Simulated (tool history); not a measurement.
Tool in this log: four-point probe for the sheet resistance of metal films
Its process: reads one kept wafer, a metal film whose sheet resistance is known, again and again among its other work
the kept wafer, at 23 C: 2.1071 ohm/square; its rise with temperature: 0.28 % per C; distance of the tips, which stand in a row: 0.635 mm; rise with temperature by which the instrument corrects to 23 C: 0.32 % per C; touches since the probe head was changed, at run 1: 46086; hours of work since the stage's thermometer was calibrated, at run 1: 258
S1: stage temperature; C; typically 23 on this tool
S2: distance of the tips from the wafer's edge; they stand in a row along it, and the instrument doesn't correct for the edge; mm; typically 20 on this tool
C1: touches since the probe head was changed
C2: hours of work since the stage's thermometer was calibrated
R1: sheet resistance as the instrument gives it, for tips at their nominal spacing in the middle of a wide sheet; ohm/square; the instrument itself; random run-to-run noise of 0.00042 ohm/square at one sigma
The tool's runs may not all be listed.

run,hour,S1,S2,C1,C2,R1
1,0,23,20,46086,258,2.098396
2,20.6,29,20,47297,274,2.093948
3,35.9,29,20,48199,286,2.093201
4,63,29,20,49800,308,2.093638
5,85.2,23,55,51106,326,2.096808
6,98.7,23,55,51902,336,2.096867
7,124.9,23,55,53448,357,2.096658
8,140.8,25,20,54389,370,2.096359
9,166.2,25,20,55883,390,2.095611
10,187.5,18,5,57137,407,2.118399
11,203.6,22,20,58090,420,2.097353
12,230.2,20,19,59656,441,2.099311
13,251.2,29,19,60894,458,2.091959
14,277.5,29,19,62444,479,2.091159
15,293.6,29,19,63396,492,2.090838
16,318.1,22,28,64841,511,2.095852
17,331.2,22,14,65608,522,2.097841

The same runs without the tool's hidden state, with the same run-to-run variation:
The hidden state here: inner tips' distance over the nominal, %; tips' flats over new ones', %; wafer's true temperature over the reading, C; drift of the gauge itself on sheet_ohm, %.
run,R1
1,2.108086
2,2.103805
3,2.103175
4,2.103831
5,2.107203
6,2.107368
7,2.107374
8,2.107205
9,2.106642
10,2.129729
11,2.108702
12,2.110875
13,2.103637
14,2.10304
15,2.102843
16,2.108101
17,2.110204

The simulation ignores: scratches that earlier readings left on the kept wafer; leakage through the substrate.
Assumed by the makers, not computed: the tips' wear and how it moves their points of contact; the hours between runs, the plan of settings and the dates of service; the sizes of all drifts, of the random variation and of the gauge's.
